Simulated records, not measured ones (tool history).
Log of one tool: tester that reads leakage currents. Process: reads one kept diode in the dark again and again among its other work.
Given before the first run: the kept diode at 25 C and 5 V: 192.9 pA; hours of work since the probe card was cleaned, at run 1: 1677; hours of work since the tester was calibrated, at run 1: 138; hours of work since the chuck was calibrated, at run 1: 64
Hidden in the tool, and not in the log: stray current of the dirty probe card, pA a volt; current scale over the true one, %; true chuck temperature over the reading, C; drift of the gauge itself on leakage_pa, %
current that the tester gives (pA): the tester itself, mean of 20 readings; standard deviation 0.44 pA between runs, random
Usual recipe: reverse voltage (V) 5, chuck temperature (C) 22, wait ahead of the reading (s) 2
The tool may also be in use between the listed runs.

run,hour,reverse voltage (V),chuck temperature (C),wait ahead of the reading (s),hours of work since the probe card was cleaned,hours of work since the tester was calibrated,hours of work since the chuck was calibrated,current that the tester gives (pA)
1,0,5,22,2,1677,138,64,154.57
2,52.4,5,22,2,1719,180,105,153.83
3,96.2,5,22,2,1754,215,140,152.24
4,146.1,5,22,0.79,1794,254,180,151.88
5,171.9,5,26,2,1814,275,200,213.52
6,202.3,5,23,2,1838,299,225,164.9
7,230.3,5,22,2,1861,321,247,149.31
8,270,5,55,2,1892,353,279,2125.18
9,305.2,19.39,49,2,1920,381,307,2380.03
10,357.4,14.7,55,0.73,1962,423,348,3321.04
11,406.8,1.86,39,2,2001,462,388,400.71
12,460.3,5,22,0.41,2044,505,430,145.85
13,492.1,5,22,0.41,2069,530,456,144.62
14,522.5,1.35,22,0.67,2093,554,480,81.01
15,561.2,13.85,26,0.73,2124,585,511,321.86
16,597.7,1.37,26,0.42,2153,614,540,114.78

3 ways to go on from here, each from the tool as it stands after run 16. What would each give?
A,641.8,1.26,22,2,2188,649,575,?
B,641.8,1.37,44,0.42,2188,649,575,?
C,641.8,1.37,26,3.5,2188,649,575,?

run,current that the tester gives (pA)
A,76.43
B,507.7
C,113.47
Without the tool's hidden state the same runs would have given:
run,current that the tester gives (pA)
A,82.36
B,553.97
C,122.97
